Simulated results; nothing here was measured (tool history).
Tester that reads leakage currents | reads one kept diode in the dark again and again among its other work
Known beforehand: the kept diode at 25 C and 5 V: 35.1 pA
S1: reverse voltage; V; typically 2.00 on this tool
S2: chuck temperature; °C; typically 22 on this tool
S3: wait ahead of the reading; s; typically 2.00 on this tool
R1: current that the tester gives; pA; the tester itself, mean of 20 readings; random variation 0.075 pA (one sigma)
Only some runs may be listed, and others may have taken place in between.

{"run": 1, "hour": 0.0, "S1": 2.0, "S2": 22, "S3": 2.0, "R1": 18.51}
{"run": 2, "hour": 129.4, "S1": 2.0, "S2": 22, "S3": 2.0, "R1": 18.67}
{"run": 3, "hour": 292.7, "S1": 2.0, "S2": 22, "S3": 2.0, "R1": 18.5}
{"run": 4, "hour": 393.3, "S1": 2.0, "S2": 22, "S3": 2.0, "R1": 18.56}
{"run": 5, "hour": 607.9, "S1": 2.0, "S2": 22, "S3": 3.44, "R1": 18.51}
{"run": 6, "hour": 752.0, "S1": 2.0, "S2": 22, "S3": 5.42, "R1": 18.48}
{"run": 7, "hour": 932.2, "S1": 2.0, "S2": 22, "S3": 5.42, "R1": 18.47}
{"run": 8, "hour": 1030.0, "S1": 2.0, "S2": 22, "S3": 2.0, "R1": 18.73}
{"run": 9, "hour": 1216.3, "S1": 2.0, "S2": 22, "S3": 2.0, "R1": 18.48}
{"run": 10, "hour": 1378.9, "S1": 2.0, "S2": 22, "S3": 2.0, "R1": 18.61}
{"run": 11, "hour": 1481.4, "S1": 2.0, "S2": 22, "S3": 2.0, "R1": 18.6}
{"run": 12, "hour": 1626.4, "S1": 2.0, "S2": 25, "S3": 2.0, "R1": 23.31}
{"run": 13, "hour": 1736.0, "S1": 2.0, "S2": 25, "S3": 2.0, "R1": 23.18}
{"run": 14, "hour": 1880.8, "S1": 2.0, "S2": 22, "S3": 2.0, "R1": 18.4}
{"run": 15, "hour": 1992.0, "S1": 2.0, "S2": 22, "S3": 2.0, "R1": 18.43}
{"run": 16, "hour": 2092.1, "S1": 2.0, "S2": 38, "S3": 2.0, "R1": 58.72}
{"run": 17, "hour": 2240.8, "S1": 2.0, "S2": 38, "S3": 2.0, "R1": 59.03}
{"run": 18, "hour": 2375.7, "S1": 2.0, "S2": 22, "S3": 2.0, "R1": 18.56}
{"run": 19, "hour": 2552.9, "S1": 2.0, "S2": 22, "S3": 2.0, "R1": 18.62}
{"run": 20, "hour": 2695.1, "S1": 13.1, "S2": 22, "S3": 2.0, "R1": 44.25}
{"run": 21, "hour": 2822.6, "S1": 6.6, "S2": 24, "S3": 2.0, "R1": 37.28}
{"run": 22, "hour": 2994.5, "S1": 6.6, "S2": 24, "S3": 1.12, "R1": 37.88}
{"run": 23, "hour": 3120.4, "S1": 12.62, "S2": 49, "S3": 2.14, "R1": 283.86}
{"hour": 3178.6, "done": "chuck's temperature calibrated"}
{"run": 24, "hour": 3251.4, "S1": 2.58, "S2": 59, "S3": 2.0, "R1": 253.61}
{"run": 25, "hour": 3378.9, "S1": 2.58, "S2": 59, "S3": 2.0, "R1": 255.47}
{"run": 26, "hour": 3565.6, "S1": 2.58, "S2": 59, "S3": 2.0, "R1": 255.23}
{"hour": 3679.9, "done": "probe card cleaned and baked"}
{"run": 27, "hour": 3763.0, "S1": 3.09, "S2": 22, "S3": 0.52, "R1": 23.0}
{"run": 28, "hour": 3870.8, "S1": 1.78, "S2": 54, "S3": 0.53, "R1": 158.89}
{"run": 29, "hour": 3979.2, "S1": 1.78, "S2": 54, "S3": 1.76, "R1": 158.3}
{"run": 30, "hour": 4169.6, "S1": 17.39, "S2": 36, "S3": 2.0, "R1": 137.7}
{"run": 31, "hour": 4274.6, "S1": 2.0, "S2": 28, "S3": 9.68, "R1": 28.81}
{"run": 32, "hour": 4453.7, "S1": 2.0, "S2": 28, "S3": 9.68, "R1": 28.99}
{"run": 33, "hour": 4595.8, "S1": 2.0, "S2": 28, "S3": 9.68, "R1": 29.1}
{"run": 34, "hour": 4732.7, "S1": 2.0, "S2": 28, "S3": 9.68, "R1": 29.01}
{"run": 35, "hour": 4867.9, "S1": 9.22, "S2": 29, "S3": 1.5, "R1": 63.03}
{"run": 36, "hour": 4963.3, "S1": 14.41, "S2": 27, "S3": 5.25, "R1": 66.49}
{"run": 37, "hour": 5144.6, "S1": 14.41, "S2": 27, "S3": 5.25, "R1": 66.51}
{"run": 38, "hour": 5272.2, "S1": 1.71, "S2": 39, "S3": 2.0, "R1": 58.75}
{"run": 39, "hour": 5377.3, "S1": 1.71, "S2": 31, "S3": 7.6, "R1": 33.55}
{"run": 40, "hour": 5501.6, "S1": 5.73, "S2": 44, "S3": 2.0, "R1": 142.64}

Forecast each of these 3 alternatives for the next run:
{"run": "A", "hour": 5701.2, "S1": 5.71, "S2": 37, "S3": 9.83, "R1": "?"}
{"run": "B", "hour": 5701.2, "S1": 2.0, "S2": 24, "S3": 3.73, "R1": "?"}
{"run": "C", "hour": 5701.2, "S1": 7.37, "S2": 44, "S3": 2.0, "R1": "?"}

run=A R1=88.48
run=B R1=21.47
run=C R1=158.90
Without the tool's hidden state the same runs would have given:
run=A R1=88.45
run=B R1=21.46
run=C R1=158.84
